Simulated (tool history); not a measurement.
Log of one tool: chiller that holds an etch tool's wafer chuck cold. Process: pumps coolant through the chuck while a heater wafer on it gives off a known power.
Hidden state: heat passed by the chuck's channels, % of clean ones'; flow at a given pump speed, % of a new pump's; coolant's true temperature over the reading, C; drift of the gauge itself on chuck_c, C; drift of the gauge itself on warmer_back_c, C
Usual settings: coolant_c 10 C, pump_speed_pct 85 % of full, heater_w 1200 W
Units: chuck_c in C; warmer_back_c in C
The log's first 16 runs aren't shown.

run	hour	coolant_c	pump_speed_pct	heater_w	hours since the coolant was changed and the channels were flushed	hours since the pump was overhauled	hours since the chiller's thermometer was calibrated	chuck_c	warmer_back_c
17	712.5	12	67	841	7001	2736	2808	21.6	4.55
18	757.7	11	64	1353	7047	2781	2853	27.2	7.79
19	814.8	11	86	1200	7104	2838	2911	22.3	4.92
20	878.8	11	86	1200	7168	2902	2975	22.4	4.96
21	933.2	11	86	1200	7222	2956	3029	22.6	4.94
22	983.8	4	77	1062	7273	3007	3080	15.2	4.96
23	1044.5	17	83	719	7333	3068	3140	24.2	3.09
24	1092.6	6	83	719	7381	3116	3188	13.2	3.04
# hour 1111: coolant changed, channels flushed
25	1161.6	6	83	719	51	3179	3251	12	3.1
26	1201.6	6	83	719	91	3219	3291	12.1	3.14
27	1247.5	14	76	1200	137	3265	3337	24.7	5.7
28	1305.4	14	76	1200	194	3323	3395	24.8	5.73
29	1335.7	13	83	736	225	3353	3425	19.3	3.2
30	1375.7	6	85	1262	265	3393	3466	16.3	5.28
31	1404	10	85	691	293	3421	3494	15.9	2.92
32	1458.7	10	94	777	348	3476	3549	15.9	2.86

3 ways to go on from here, each from the tool as it stands after run 32. What would each give?
A	1513.6	8	85	1200	403	3531	3603	?	?
B	1513.6	8	94	777	403	3531	3603	?	?
C	1513.6	15	94	626	403	3531	3603	?	?

run	chuck_c	warmer_back_c
A	17.9	5.05
B	14.1	2.89
C	20.1	2.39
Without the tool's hidden state the same runs would have given:
run	chuck_c	warmer_back_c
A	17.1	4.84
B	13.4	2.77
C	19.5	2.29
